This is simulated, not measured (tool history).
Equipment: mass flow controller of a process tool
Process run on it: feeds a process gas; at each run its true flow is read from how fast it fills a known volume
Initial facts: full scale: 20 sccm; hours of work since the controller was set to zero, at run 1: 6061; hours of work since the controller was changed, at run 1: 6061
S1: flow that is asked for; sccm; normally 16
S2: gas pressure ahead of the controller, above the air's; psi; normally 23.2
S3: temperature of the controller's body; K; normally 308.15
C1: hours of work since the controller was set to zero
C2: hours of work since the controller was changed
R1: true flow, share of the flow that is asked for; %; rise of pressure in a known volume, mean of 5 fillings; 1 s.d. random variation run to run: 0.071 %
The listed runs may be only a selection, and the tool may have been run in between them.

run     hour  S1    S2      S3    C1    C2      R1
  1      0.0  16  23.2  308.15  6061  6061  103.67
  2    438.3  16  23.2  308.15  6374  6374  103.89
  3    732.4  16  23.2  308.15  6585  6585  103.92
  4    973.2  16  23.2  308.15  6757  6757  103.92
  5   1238.3  16  23.2  308.15  6947  6947  104.00
  6   1597.9  16  23.2  308.15  7204  7204  104.19
  7   1853.6  16  23.2  302.15  7387  7387  103.80
  8   2289.5  16  23.2  296.15  7699  7699  103.35
  9   2658.0  16  32.8  308.15  7963  7963  104.00
 10   3074.0  16  32.8  308.15  8260  8260  104.20
      3278.4  -- controller's zero set anew
 11   3422.9  16  32.8  308.15   103  8510  103.67
 12   3828.0  16  32.8  308.15   393  8800  104.07
 13   4116.9  16  32.8  308.15   600  9006  104.06
 14   4323.7  16  23.2  308.15   748  9154  104.50
      4586.5  -- controller exchanged for a calibrated one
 15   4638.5  16  23.2  308.15    37    37  100.88
 16   5002.5  16  23.2  308.15   298   298  101.09
 17   5232.4  16  23.2  308.15   462   462  101.12
 18   5666.4  16  23.2  294.15   773   773  100.28
 19   5905.9  16  23.2  294.15   944   944  100.19
 20   6183.3  16  23.2  294.15  1143  1143  100.32
 21   6496.6  16  23.2  308.15  1367  1367  101.47
 22   6871.4  16  23.2  308.15  1635  1635  101.62
 23   7319.1  16  21.3  308.15  1955  1955  101.89
 24   7742.0  16  23.2  302.15  2258  2258  101.30
 25   7955.7   6  24.7  302.15  2411  2411  101.49
 26   8192.6   6  32.3  300.15  2580  2580  100.87
 27   8511.1   8  26.3  308.15  2808  2808  102.04
 28   8875.7   6  26.3  306.15  3069  3069  102.07
 29   9104.8   6  26.3  306.15  3233  3233  102.07
 30   9430.8   7  34.1  306.15  3466  3466  101.81
 31   9729.0  16  23.2  310.15  3680  3680  102.61
 32  10168.8   7  23.2  310.15  3994  3994  102.91
 33  10487.7  17  31.5  296.15  4223  4223  101.33
 34  10943.0  17  31.5  296.15  4548  4548  101.54
 35  11272.5  14  39.7  295.15  4784  4784  101.13
 36  11602.8  14  39.7  295.15  5021  5021  101.21
 37  11805.1  13  26.7  303.15  5165  5165  102.58
 38  12252.1  13  26.7  303.15  5485  5485  102.60
 39  12639.0  17  32.9  310.15  5762  5762  103.11
 40  12881.5  16  31.0  308.15  5936  5936  103.21
 41  13147.8  16  29.3  308.15  6126  6126  103.40
 42  13375.4  16  38.1  308.15  6289  6289  103.05
 43  13675.6  16  38.1  306.15  6504  6504  102.79
 44  14004.8  16  23.1  297.15  6739  6739  102.98
 45  14194.5  16  23.1  297.15  6875  6875  103.07
 46  14509.5  16  28.7  308.15  7100  7100  103.75
 47  14952.7   5  23.2  313.15  7418  7418  105.30

Across each entry between runs, compare the hidden state at the last listed run before it with the hidden state at the first listed run after it:
Run 10 -> run 11: controller's zero set anew (hour 3278.4)
  flow at rest that the sensor doesn't see, % of full scale: 0.384 -> 0.022; true flow over the shown one, %: 3.14 -> 3.23
  the result without the hidden state subtracted from the measured one, R1: +3.62 -> +3.25 %
Run 14 -> run 15: controller exchanged for a calibrated one (hour 4586.5)
  flow at rest that the sensor doesn't see, % of full scale: 0.053 -> 0.015; true flow over the shown one, %: 3.48 -> -0.07
  the result without the hidden state subtracted from the measured one, R1: +3.54 -> -0.05 %
